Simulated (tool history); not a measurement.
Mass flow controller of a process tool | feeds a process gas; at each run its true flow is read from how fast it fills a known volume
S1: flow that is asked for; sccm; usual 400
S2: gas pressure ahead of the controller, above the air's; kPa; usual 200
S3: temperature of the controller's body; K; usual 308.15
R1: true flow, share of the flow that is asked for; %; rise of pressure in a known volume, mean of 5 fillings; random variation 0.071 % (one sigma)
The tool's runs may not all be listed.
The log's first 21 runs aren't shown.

run	hour	S1	S2	S3	R1
22	5627.8	72	148	302.15	94.78
# hour 5696.5: controller's zero set anew, once more
23	5783.8	72	148	302.15	99.98
24	6017.1	473	257	308.15	101.43
25	6281.6	473	257	308.15	101.30
26	6451.3	323	237	304.15	100.88
27	6749.3	400	200	294.15	100.62
28	6974.1	70	200	310.15	100.01
29	7227.1	112	159	297.15	99.67
30	7466.5	429	196	300.15	100.98
31	7784.4	70	196	303.15	99.53
32	8123.7	54	183	296.15	98.82

3 ways to go on from here, each from the tool as it stands after run 32. What would each give?
A	8266.3	78	183	301.15	?
B	8266.3	144	150	298.15	?
C	8266.3	402	224	296.15	?

run	R1
A	99.44
B	99.80
C	100.93
Without the tool's hidden state the same runs would have given:
run	R1
A	99.15
B	99.05
C	99.84
